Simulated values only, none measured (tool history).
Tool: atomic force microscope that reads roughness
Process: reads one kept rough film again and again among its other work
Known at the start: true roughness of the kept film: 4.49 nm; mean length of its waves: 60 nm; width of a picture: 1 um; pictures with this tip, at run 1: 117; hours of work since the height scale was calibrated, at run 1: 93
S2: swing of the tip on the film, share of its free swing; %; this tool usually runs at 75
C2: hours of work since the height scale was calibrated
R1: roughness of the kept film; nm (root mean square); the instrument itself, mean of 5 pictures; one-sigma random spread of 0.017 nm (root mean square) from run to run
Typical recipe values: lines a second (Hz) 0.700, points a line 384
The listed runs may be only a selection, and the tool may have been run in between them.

Run 1, hour 0.0: usual settings; pictures with this tip 117; C2 93. Result: R1 3.931 nm (root mean square).
Run 2, hour 14.4: usual settings but lines a second (Hz) 0.997; pictures with this tip 144; C2 102. Result: R1 3.823 nm (root mean square).
Run 3, hour 35.2: usual settings but lines a second (Hz) 0.997, points a line 628; pictures with this tip 184; C2 115. Result: R1 3.783 nm (root mean square).
Run 4, hour 51.6: usual settings but lines a second (Hz) 1.039; pictures with this tip 215; C2 125. Result: R1 3.694 nm (root mean square).
Run 5, hour 70.1: usual settings but lines a second (Hz) 1.039; pictures with this tip 250; C2 136. Result: R1 3.679 nm (root mean square).
Run 6, hour 87.4: usual settings but lines a second (Hz) 1.039; pictures with this tip 282; C2 147. Result: R1 3.655 nm (root mean square).
Run 7, hour 107.8: usual settings but points a line 465; pictures with this tip 321; C2 160. Result: R1 3.716 nm (root mean square).
At hour 112.3: new tip fitted.
Run 8, hour 122.3: usual settings but points a line 465; pictures with this tip 19; C2 168. Result: R1 4.048 nm (root mean square).
Run 9, hour 135.3: usual settings but points a line 465; pictures with this tip 44; C2 177. Result: R1 3.991 nm (root mean square).
Run 10, hour 148.7: usual settings but points a line 465; pictures with this tip 69; C2 185. Result: R1 4.003 nm (root mean square).
Run 11, hour 159.4: usual settings; pictures with this tip 89; C2 192. Result: R1 3.951 nm (root mean square).
Run 12, hour 171.2: usual settings but points a line 327; pictures with this tip 112; C2 199. Result: R1 3.889 nm (root mean square).
Run 13, hour 192.8: usual settings; pictures with this tip 152; C2 212. Result: R1 3.871 nm (root mean square).
Run 14, hour 205.1: usual settings; pictures with this tip 176; C2 220. Result: R1 3.843 nm (root mean square).
Run 15, hour 226.3: usual settings; pictures with this tip 216; C2 233. Result: R1 3.814 nm (root mean square).
Run 16, hour 238.2: usual settings but S2 69 %, points a line 451; pictures with this tip 238; C2 240. Result: R1 3.815 nm (root mean square).
Run 17, hour 254.9: usual settings but lines a second (Hz) 2.652, S2 60 %, points a line 451; pictures with this tip 270; C2 251. Result: R1 3.646 nm (root mean square).
Run 18, hour 276.6: usual settings but lines a second (Hz) 2.652, S2 60 %, points a line 451; pictures with this tip 311; C2 264. Result: R1 3.604 nm (root mean square).
At hour 285.5: new tip fitted.
Run 19, hour 287.9: usual settings but lines a second (Hz) 2.652, S2 77 %, points a line 814; pictures with this tip 5; C2 271. Result: R1 3.518 nm (root mean square).
Run 20, hour 308.0: usual settings but lines a second (Hz) 2.652, S2 81 %, points a line 725; pictures with this tip 43; C2 284. Result: R1 3.333 nm (root mean square).
Run 21, hour 325.5: usual settings but lines a second (Hz) 1.441, S2 67 %, points a line 407; pictures with this tip 76; C2 294. Result: R1 3.910 nm (root mean square).
Run 22, hour 335.9: usual settings but S2 73 %, points a line 265; pictures with this tip 96; C2 301. Result: R1 3.966 nm (root mean square).
Run 23, hour 354.7: usual settings but S2 73 %, points a line 265; pictures with this tip 131; C2 312. Result: R1 3.920 nm (root mean square).
Run 24, hour 372.0: usual settings but lines a second (Hz) 0.619, S2 77 %; pictures with this tip 164; C2 323. Result: R1 3.888 nm (root mean square).
Run 25, hour 390.0: usual settings but lines a second (Hz) 0.619, S2 77 %, points a line 908; pictures with this tip 198; C2 334. Result: R1 3.847 nm (root mean square).
Run 26, hour 406.3: usual settings but lines a second (Hz) 0.946, points a line 296; pictures with this tip 228; C2 345. Result: R1 3.741 nm (root mean square).
Run 27, hour 424.8: usual settings but lines a second (Hz) 0.946, points a line 296; pictures with this tip 263; C2 356. Result: R1 3.691 nm (root mean square).
Run 28, hour 435.9: usual settings but lines a second (Hz) 1.860, S2 64 %, points a line 830; pictures with this tip 284; C2 363. Result: R1 3.673 nm (root mean square).
Run 29, hour 445.3: usual settings but lines a second (Hz) 1.860, S2 76 %, points a line 481; pictures with this tip 302; C2 369. Result: R1 3.439 nm (root mean square).

What if the next run were any one of these 5? Each begins from the tool's condition after run 29:
Run A, hour 455.2: usual settings but lines a second (Hz) 0.840, S2 81 %, points a line 931; pictures with this tip 321; C2 375. Result: R1 ?.
Run B, hour 455.2: usual settings but lines a second (Hz) 1.860, S2 76 %, points a line 627; pictures with this tip 321; C2 375. Result: R1 ?.
Run C, hour 455.2: usual settings but lines a second (Hz) 1.396, S2 67 %, points a line 382; pictures with this tip 321; C2 375. Result: R1 ?.
Run D, hour 455.2: usual settings but lines a second (Hz) 0.520, S2 63 %, points a line 802; pictures with this tip 321; C2 375. Result: R1 ?.
Run E, hour 455.2: usual settings but lines a second (Hz) 3.097, S2 56 %; pictures with this tip 321; C2 375. Result: R1 ?.

run     R1
  A  3.582
  B  3.396
  C  3.639
  D  3.814
  E  3.639
The same runs, with their run-to-run variation unchanged, on a tool lacking any hidden condition would have given:
run     R1
  A  3.932
  B  3.728
  C  3.994
  D  4.187
  E  3.994

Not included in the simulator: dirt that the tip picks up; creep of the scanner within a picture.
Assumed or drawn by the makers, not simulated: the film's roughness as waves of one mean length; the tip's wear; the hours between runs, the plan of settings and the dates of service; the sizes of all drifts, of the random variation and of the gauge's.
